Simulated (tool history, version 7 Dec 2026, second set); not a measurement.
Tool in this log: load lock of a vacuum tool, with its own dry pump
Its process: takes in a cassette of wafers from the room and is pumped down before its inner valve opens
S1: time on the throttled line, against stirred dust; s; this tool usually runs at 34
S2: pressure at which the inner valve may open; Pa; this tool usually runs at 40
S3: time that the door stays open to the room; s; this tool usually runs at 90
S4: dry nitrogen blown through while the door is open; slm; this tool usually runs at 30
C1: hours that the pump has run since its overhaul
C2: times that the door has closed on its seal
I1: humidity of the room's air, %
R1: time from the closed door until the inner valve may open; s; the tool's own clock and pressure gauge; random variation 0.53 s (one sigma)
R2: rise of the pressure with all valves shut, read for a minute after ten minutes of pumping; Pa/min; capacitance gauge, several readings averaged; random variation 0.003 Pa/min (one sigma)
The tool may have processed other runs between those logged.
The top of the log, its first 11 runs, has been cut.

run 12 hour=4709.1 | S1=34 S2=40 S3=90 S4=30 | C1=7934 C2=47070 | I1=46.4 | R1=75.3 R2=0.346
run 13 hour=5322.4 | S1=66 S2=40 S3=90 S4=30 | C1=8547 C2=49608 | I1=44.3 | R1=98.6 R2=0.378
run 14 hour=5878.2 | S1=34 S2=40 S3=90 S4=5 | C1=9103 C2=51907 | I1=42.9 | R1=77.1 R2=0.425
run 15 hour=6190 | S1=34 S2=40 S3=90 S4=5 | C1=9415 C2=53197 | I1=43.7 | R1=77.7 R2=0.447
run 16 hour=6651.3 | S1=37 S2=40 S3=90 S4=30 | C1=9876 C2=55106 | I1=42.9 | R1=78.9 R2=0.44
run 17 hour=6975.7 | S1=37 S2=40 S3=90 S4=30 | C1=10200 C2=56448 | I1=47.7 | R1=78.7 R2=0.461
run 18 hour=7354.4 | S1=46 S2=40 S3=90 S4=30 | C1=10579 C2=58015 | I1=46.7 | R1=85.1 R2=0.48
run 19 hour=7986.6 | S1=46 S2=40 S3=90 S4=30 | C1=11211 C2=60631 | I1=44.7 | R1=86.2 R2=0.503
run 20 hour=8423.4 | S1=34 S2=40 S3=75 S4=30 | C1=11648 C2=62438 | I1=44.9 | R1=77.5 R2=0.532
run 21 hour=8837.8 | S1=34 S2=40 S3=126 S4=30 | C1=12062 C2=64153 | I1=41.8 | R1=78.7 R2=0.547
run 22 hour=9220.7 | S1=18 S2=39 S3=90 S4=30 | C1=12445 C2=65737 | I1=45.5 | R1=67.9 R2=0.566
run 23 hour=9717.2 | S1=34 S2=30 S3=90 S4=19 | C1=12942 C2=67791 | I1=45.1 | R1=81 R2=0.608
run 24 hour=10044.4 | S1=34 S2=30 S3=144 S4=17 | C1=13269 C2=69145 | I1=46.1 | R1=81.1 R2=0.634
-- hour=10390.6 door's seal changed, seat wiped
run 25 hour=10446.8 | S1=34 S2=30 S3=144 S4=17 | C1=13670 C2=233 | I1=46.2 | R1=81.9 R2=0.063
run 26 hour=10900.2 | S1=34 S2=34 S3=47 S4=4 | C1=14123 C2=2109 | I1=51.1 | R1=79.8 R2=0.053
run 27 hour=11508.6 | S1=44 S2=40 S3=83 S4=20 | C1=14732 C2=4626 | I1=43.1 | R1=85.9 R2=0.056
-- hour=11733.3 dry pump taken out, an overhauled one fitted
run 28 hour=11857 | S1=44 S2=40 S3=209 S4=20 | C1=124 C2=6043 | I1=44.3 | R1=79.3 R2=0.096
run 29 hour=12406.9 | S1=42 S2=34 S3=209 S4=20 | C1=674 C2=8319 | I1=44.4 | R1=79 R2=0.098
run 30 hour=12863.9 | S1=40 S2=43 S3=125 S4=5 | C1=1131 C2=10209 | I1=44.5 | R1=76.9 R2=0.109
run 31 hour=13394.7 | S1=50 S2=35 S3=90 S4=30 | C1=1661 C2=12406 | I1=45.1 | R1=84.9 R2=0.079
run 32 hour=13829.8 | S1=28 S2=41 S3=90 S4=28 | C1=2097 C2=14206 | I1=45.6 | R1=70.1 R2=0.087
run 33 hour=14177.4 | S1=28 S2=41 S3=90 S4=28 | C1=2444 C2=15644 | I1=47.9 | R1=69.2 R2=0.096
run 34 hour=14674.2 | S1=34 S2=70 S3=90 S4=30 | C1=2941 C2=17699 | I1=46.8 | R1=70.1 R2=0.104
run 35 hour=15199.4 | S1=25 S2=67 S3=36 S4=30 | C1=3466 C2=19873 | I1=43.2 | R1=63.9 R2=0.102
run 36 hour=15502.1 | S1=25 S2=52 S3=149 S4=30 | C1=3769 C2=21125 | I1=44.2 | R1=66.3 R2=0.13

Forecast each of these 3 alternatives for the next run:
run A hour=15822.4 | S1=23 S2=30 S3=149 S4=18 | C1=4089 C2=22450 | I1=46.3 | R1=? R2=?
run B hour=15822.4 | S1=34 S2=40 S3=90 S4=12 | C1=4089 C2=22450 | I1=46.9 | R1=? R2=?
run C hour=15822.4 | S1=34 S2=40 S3=132 S4=11 | C1=4089 C2=22450 | I1=46.3 | R1=? R2=?

run=A R1=67.9 R2=0.154
run=B R1=73.5 R2=0.153
run=C R1=74.1 R2=0.167
With the hidden condition removed and each run's random variation left untouched, the same runs would have given:
run=A R1=66.2 R2=0.056
run=B R1=72 R2=0.057
run=C R1=72.6 R2=0.069
